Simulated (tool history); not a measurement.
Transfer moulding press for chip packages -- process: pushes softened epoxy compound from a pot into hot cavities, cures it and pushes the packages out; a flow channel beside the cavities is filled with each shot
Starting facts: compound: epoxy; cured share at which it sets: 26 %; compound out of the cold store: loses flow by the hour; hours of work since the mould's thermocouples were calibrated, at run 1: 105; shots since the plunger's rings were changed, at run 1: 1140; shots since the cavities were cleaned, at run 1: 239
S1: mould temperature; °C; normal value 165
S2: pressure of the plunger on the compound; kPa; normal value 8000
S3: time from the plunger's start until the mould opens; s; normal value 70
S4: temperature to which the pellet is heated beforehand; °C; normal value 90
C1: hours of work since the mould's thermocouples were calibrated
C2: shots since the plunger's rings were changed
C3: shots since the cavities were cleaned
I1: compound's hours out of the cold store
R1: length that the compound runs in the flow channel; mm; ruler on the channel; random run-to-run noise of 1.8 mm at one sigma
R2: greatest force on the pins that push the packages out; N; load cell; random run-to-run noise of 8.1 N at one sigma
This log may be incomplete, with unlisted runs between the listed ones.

run,hour,S1,S2,S3,S4,C1,C2,C3,I1,R1,R2
1,0.0,165,8000,70,90,105,1140,239,9.9,849,354
# hour 19.1: cavities cleaned with cleaning compound and waxed
2,19.3,165,8000,70,90,116,1380,3,11.4,840,365
# hour 55.7: cavities cleaned with cleaning compound and waxed
3,59.2,165,8000,78,90,138,1896,47,44.3,762,254
4,83.9,165,8000,70,90,153,2229,380,14.5,838,364
# hour 92.8: cavities cleaned with cleaning compound and waxed
5,101.1,165,8000,70,90,162,2439,111,20.6,820,362
# hour 128.7: cavities cleaned with cleaning compound and waxed
6,129.4,165,8000,70,90,178,2801,10,9.7,846,361
7,145.6,165,8000,70,90,188,3018,227,39.0,771,340
# hour 165.1: cavities cleaned with cleaning compound and waxed
8,173.9,165,8000,70,88,204,3379,118,22.0,816,359
# hour 182.2: plunger's sealing rings changed
# hour 202.8: cavities cleaned with cleaning compound and waxed
9,203.2,165,8000,70,88,219,261,5,16.7,829,357
# hour 238.6: cavities cleaned with cleaning compound and waxed
10,239.2,165,8000,54,90,239,726,8,10.0,848,677
# hour 276.8: cavities cleaned with cleaning compound and waxed
11,276.8,165,6620,70,90,260,1212,0,35.6,710,338
12,306.0,165,8020,70,90,277,1604,392,35.0,784,342
# hour 313.4: cavities cleaned with cleaning compound and waxed
13,333.8,165,8000,70,90,293,1958,274,32.4,790,344
# hour 348.8: cavities cleaned with cleaning compound and waxed
14,373.7,165,8000,100,90,316,2474,334,15.1,832,206
# hour 386.0: cavities cleaned with cleaning compound and waxed
15,397.7,165,8000,100,90,329,2778,158,40.6,771,196
16,418.8,165,8000,100,90,341,3061,441,36.7,781,204
# hour 422.1: cavities cleaned with cleaning compound and waxed
17,444.7,167,7080,64,90,356,3389,303,17.7,771,367
# hour 454.0: plunger's sealing rings changed
# hour 459.9: cavities cleaned with cleaning compound and waxed
18,473.2,169,9900,64,90,370,239,180,45.4,830,326
# hour 495.0: cavities cleaned with cleaning compound and waxed
19,501.9,163,8000,74,90,386,605,93,13.9,846,363
20,525.3,163,8000,74,90,400,920,408,13.5,848,357
# hour 530.6: mould's thermocouples calibrated
# hour 532.1: cavities cleaned with cleaning compound and waxed
21,549.1,165,8270,70,90,10,1192,228,32.1,804,340
# hour 568.2: cavities cleaned with cleaning compound and waxed
22,574.6,165,8270,70,90,24,1515,86,45.3,772,334
23,600.9,169,6310,70,82,40,1869,440,23.4,713,273
# hour 605.3: cavities cleaned with cleaning compound and waxed
24,625.7,169,6310,70,82,53,2182,274,43.1,670,268
# hour 642.6: cavities cleaned with cleaning compound and waxed
25,663.8,172,8000,78,90,75,2675,285,44.3,741,211
# hour 678.7: cavities cleaned with cleaning compound and waxed
26,683.7,172,8000,78,90,86,2923,68,11.0,821,202
27,702.8,161,8480,70,87,97,3179,324,19.3,864,485

Each row is a separate what-if for the run after 27, all from the same tool condition, not one after another. Results?
# hour 716.6: cavities cleaned with cleaning compound and waxed
# hour 729.6: plunger's sealing rings changed
A,734.8,167,8330,70,100,114,70,211,17.7,?,?
# hour 716.6: cavities cleaned with cleaning compound and waxed
# hour 729.6: plunger's sealing rings changed
B,734.8,173,7330,60,90,114,70,211,23.9,?,?
# hour 716.6: cavities cleaned with cleaning compound and waxed
# hour 729.6: plunger's sealing rings changed
C,734.8,161,8340,70,87,114,70,211,13.8,?,?
# hour 716.6: cavities cleaned with cleaning compound and waxed
# hour 729.6: plunger's sealing rings changed
D,734.8,160,7470,70,90,114,70,211,11.5,?,?

run,R1,R2
A,831,292
B,753,287
C,874,503
D,836,556
What these runs would have given with no unlogged condition in the tool:
run,R1,R2
A,831,290
B,753,285
C,874,499
D,836,551
